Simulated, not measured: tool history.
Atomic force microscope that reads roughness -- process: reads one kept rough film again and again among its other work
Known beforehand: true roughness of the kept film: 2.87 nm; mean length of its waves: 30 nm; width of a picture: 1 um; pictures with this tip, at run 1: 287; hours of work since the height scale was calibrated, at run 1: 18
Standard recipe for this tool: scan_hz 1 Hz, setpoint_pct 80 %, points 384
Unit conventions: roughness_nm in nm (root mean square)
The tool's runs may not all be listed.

| run | hour | scan_hz | setpoint_pct | points | pictures with this tip | hours of work since the height scale was calibrated | roughness_nm |
|---|---|---|---|---|---|---|---|
| 1 | 0 | 1 | 80 | 384 | 287 | 18 | 2.517 |
| 2 | 10.8 | 1 | 80 | 384 | 297 | 23 | 2.512 |
|  | 28.3 | new tip fitted |
| 3 | 30 | 1 | 80 | 384 | 1 | 33 | 2.514 |
| 4 | 41.8 | 1 | 80 | 384 | 13 | 39 | 2.506 |
| 5 | 54.6 | 1 | 80 | 384 | 26 | 45 | 2.502 |
| 6 | 66.7 | 1 | 67 | 384 | 39 | 52 | 2.579 |
| 7 | 80 | 1 | 67 | 384 | 52 | 59 | 2.608 |
| 8 | 94.6 | 1 | 67 | 384 | 67 | 66 | 2.572 |
| 9 | 102.7 | 1 | 67 | 384 | 75 | 70 | 2.59 |
| 10 | 113 | 1 | 67 | 444 | 85 | 76 | 2.595 |
| 11 | 120.6 | 1 | 83 | 444 | 93 | 80 | 2.478 |
| 12 | 137.9 | 1 | 83 | 444 | 111 | 89 | 2.475 |
| 13 | 150.6 | 0.74 | 80 | 453 | 124 | 95 | 2.578 |
| 14 | 162.4 | 0.69 | 82 | 474 | 136 | 101 | 2.538 |

Run 15, settings as shown, results not yet in. Your forecast:
| 15 | 171.1 | 1 | 62 | 993 | 144 | 106 | ? |

Run 15 yielded roughness_nm 2.632 nm (root mean square).
Were there no unlogged condition in the tool, this run, its random variation unchanged, would have produced roughness_nm 2.637 nm (root mean square).
